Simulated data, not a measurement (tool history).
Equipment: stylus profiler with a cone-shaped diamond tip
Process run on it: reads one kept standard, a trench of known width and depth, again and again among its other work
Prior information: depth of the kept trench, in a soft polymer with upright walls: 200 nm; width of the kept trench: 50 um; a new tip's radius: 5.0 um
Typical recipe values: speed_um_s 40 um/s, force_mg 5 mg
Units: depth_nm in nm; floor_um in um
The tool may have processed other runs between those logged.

run   hour  speed_um_s  force_mg  depth_nm  floor_um
  1      0          40         5    203.22     46.67
  2   27.7          40         5    203.25     46.58
  3   66.2          40         5    203.15     46.58
  4   94.3          40         5    203.19     46.56
  5  131.7          40         5    203.14     46.56
  6  163.7          40         5     203.2     46.47
  7  200.3          40       4.7    202.68     46.56
  8  223.4          40       4.7    202.65     46.52
  9  244.3          40       4.7    202.68     46.49
 10  283.6          32     14.88     206.6     46.56
 11  309.6          32     14.88    206.64     46.57
 12  355.5          50      2.47    201.39      46.4
 13  376.7          50      2.47    201.44     46.34
 14  422.3          46      1.78    201.78     46.31
 15  463.1          26       7.6    204.72     46.47

Between the runs listed above, the log contained 2 entries, not reproduced here. Where in the sequence does each belong, and how does what the log doesn't record of the tool's condition differ from the listed run before to the listed run after?
Logged between run 6 and run 7: height scale calibrated on a step standard (hour 167.6)
  radius of the tip, um: 7.08 -> 7.17; height scale over the true one, %: -0.197 -> -0.335
  measured minus no-state result, depth_nm: -0.41 -> -0.68 nm; floor_um: -0.55 -> -0.56 um
Logged between run 13 and run 14: height scale calibrated on a step standard, once more (hour 386.5)
  radius of the tip, um: 7.55 -> 7.65; height scale over the true one, %: -0.368 -> 0.013
  measured minus no-state result, depth_nm: -0.74 -> +0.03 nm; floor_um: -0.66 -> -0.67 um
